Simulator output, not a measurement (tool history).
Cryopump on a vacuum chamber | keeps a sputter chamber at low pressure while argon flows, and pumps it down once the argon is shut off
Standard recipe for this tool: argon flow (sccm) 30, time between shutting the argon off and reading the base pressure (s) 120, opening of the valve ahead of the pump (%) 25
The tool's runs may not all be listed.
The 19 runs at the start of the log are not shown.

run    hour  argon flow (sccm)  time between shutting the argon off and reading the base pressure (s)  opening of the valve ahead of the pump (%)  hours of work since the pump was warmed up and emptied  hours of work since the cold head was overhauled  hours of work since the chamber's fittings were tightened  pressure while argon flows (Pa)  pressure after the wait (uPa)
 20   864.8                 14                                                                    268                                          16                                                     442                                              1416                                                        847                           0.0731                           0.82
 21   904.3                 14                                                                    268                                          16                                                     469                                              1444                                                        875                           0.0733                           0.82
 22     961                 30                                                                    120                                          28                                                     509                                              1483                                                        914                           0.0932                           1.09
 23  1027.7                 30                                                                    120                                          59                                                     556                                              1530                                                        961                           0.0477                           1.15
 24  1076.5                 45                                                                    120                                          25                                                     590                                              1564                                                        995                           0.1564                           1.18
 25  1120.8                 45                                                                    120                                          25                                                     621                                              1595                                                       1026                            0.156                            1.2
 26  1179.2                 45                                                                    120                                          25                                                     661                                              1636                                                       1067                            0.156                           1.23
 27  1208.5                 15                                                                    120                                          19                                                     682                                              1656                                                       1087                           0.0684                           1.21
 28    1264                 30                                                                     40                                          18                                                     721                                              1695                                                       1126                           0.1439                           2.21

For run 29, what comes out?
 29  1331.5                 19                                                                     40                                          21                                                     768                                              1742                                                       1173                                ?                              ?

{"run 29": {"pressure while argon flows (Pa)": 0.0792, "pressure after the wait (uPa)": 2.19}}
The same run, on a tool lacking any hidden state, would have yielded pressure while argon flows (Pa) 0.074, pressure after the wait (uPa) 1.5.
